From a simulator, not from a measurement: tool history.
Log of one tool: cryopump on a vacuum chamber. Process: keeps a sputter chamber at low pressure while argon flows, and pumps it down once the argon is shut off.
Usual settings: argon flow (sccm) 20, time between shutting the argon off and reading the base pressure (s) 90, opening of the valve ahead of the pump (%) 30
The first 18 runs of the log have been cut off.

run,day,argon flow (sccm),time between shutting the argon off and reading the base pressure (s),opening of the valve ahead of the pump (%),hours of work since the pump was warmed up and emptied,hours of work since the cold head was overhauled,hours of work since the chamber's fittings were tightened,pressure while argon flows (Pa),pressure after the wait (uPa)
19,54.308,25,40,30,243,3128,873,0.0972,1.68
20,58.275,20,135,57,325,3210,955,0.0425,1.29
21,61.079,12,84,39,383,3268,1013,0.0364,1.44
# day 63.683: pump warmed up, emptied and cooled again
22,64.379,33,240,25,14,3332,1077,0.1503,1.15
23,68.033,28,228,57,90,3407,1153,0.0567,1.31
24,70.646,28,228,57,144,3461,1207,0.0579,1.30
25,72.617,35,99,50,185,3502,1248,0.0824,1.51
26,75.433,35,143,50,243,3561,1306,0.0833,1.44
27,78.033,35,143,50,297,3614,1360,0.0842,1.59
28,79.950,35,71,50,337,3654,1400,0.0848,1.87
# day 82.638: leaking fittings of the chamber tightened, without venting
29,83.525,35,71,50,409,3726,18,0.0857,0.66
# day 84.883: pump warmed up, emptied and cooled again
30,87.567,35,71,50,56,3806,98,0.0807,0.68
31,89.362,16,233,53,93,3843,135,0.0353,0.48
32,92.150,11,90,47,150,3901,193,0.0275,0.72
33,94.733,8,92,50,204,3954,246,0.0195,0.75

Here are 3 independent what-if runs from the current tool condition. What would each one return?
A,96.738,18,90,30,245,3996,288,?,?
B,96.738,18,84,50,245,3996,288,?,?
C,96.738,20,39,30,245,3996,288,?,?

run,pressure while argon flows (Pa),pressure after the wait (uPa)
A,0.0693,0.78
B,0.0428,0.85
C,0.0782,1.17
Take away the tool's hidden state, keep each run's random variation, and the runs would have read:
run,pressure while argon flows (Pa),pressure after the wait (uPa)
A,0.0669,0.51
B,0.0404,0.56
C,0.0754,0.89
